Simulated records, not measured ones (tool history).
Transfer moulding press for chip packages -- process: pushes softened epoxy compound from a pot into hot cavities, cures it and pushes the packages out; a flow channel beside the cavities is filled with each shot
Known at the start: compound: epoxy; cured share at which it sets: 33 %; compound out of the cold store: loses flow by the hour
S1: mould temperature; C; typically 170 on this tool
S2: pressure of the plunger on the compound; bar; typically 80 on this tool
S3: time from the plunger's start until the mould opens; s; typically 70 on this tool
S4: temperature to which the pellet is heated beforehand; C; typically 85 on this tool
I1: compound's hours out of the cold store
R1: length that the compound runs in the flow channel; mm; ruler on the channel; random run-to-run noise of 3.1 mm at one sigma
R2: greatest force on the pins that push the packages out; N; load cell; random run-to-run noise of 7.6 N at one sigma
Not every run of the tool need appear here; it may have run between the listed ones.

run     day   S1    S2  S3  S4    I1   R1   R2
  1       0  170    80  70  85  27.1  794  413
  2   1.158  170    80  70  85  12.7  847  624
       2.55  -- cavities cleaned with cleaning compound and waxed
  3   3.317  173    80  70  85   9.7  839  445
      4.533  -- mould's thermocouples calibrated
  4   4.983  173    80  57  85  36.6  712  836
      5.288  -- cavities cleaned with cleaning compound and waxed
  5   6.575  173    80  57  85  36.3  706  713
       7.95  -- cavities cleaned with cleaning compound and waxed
      8.429  -- plunger's sealing rings changed
  6   8.429  170  80.1  70  85  25.5  819  405
  7   10.45  170  80.1  70  85  14.5  864  642
     10.742  -- cavities cleaned with cleaning compound and waxed
  8  11.738  170    80  70  85  18.9  835  510
  9  13.167  170    80  70  85  41.4  732  617
     13.392  -- cavities cleaned with cleaning compound and waxed
 10  15.008  170    80  70  85  33.6  757  548
     16.217  -- cavities cleaned with cleaning compound and waxed
 11  16.962  170    80  70  85    30  757  480
 12  18.579  170    80  69  85  30.7  747  662
     18.954  -- cavities cleaned with cleaning compound and waxed
 13  19.642  170    80  69  85  36.7  716  473
 14  20.762  170  72.7  76  85    30  706  501
     21.725  -- cavities cleaned with cleaning compound and waxed
       22.4  -- plunger's sealing rings changed
 15  22.758  164    80  86  85  31.5  817  475
 16  24.225  164    80  86  85  44.8  747  564
     24.512  -- cavities cleaned with cleaning compound and waxed
 17  26.304  164    80  86  86  27.3  820  587
     27.292  -- cavities cleaned with cleaning compound and waxed
 18  27.642  164  89.3  87  86  20.5  893  390
 19  29.375  164  89.3  87  86  33.1  821  583
     29.929  -- cavities cleaned with cleaning compound and waxed
      31.25  -- mould's thermocouples calibrated
 20  31.733  167    80  89  92    32  754  441

Run 21 comes next. What will it give?
     32.746  -- cavities cleaned with cleaning compound and waxed
 21  33.767  173  79.4  76  75  36.2   ?   ?

{"run 21": {"R1": 715, "R2": 402}}
Without the tool's hidden state the same run would have given R1 769 mm, R2 265 N.
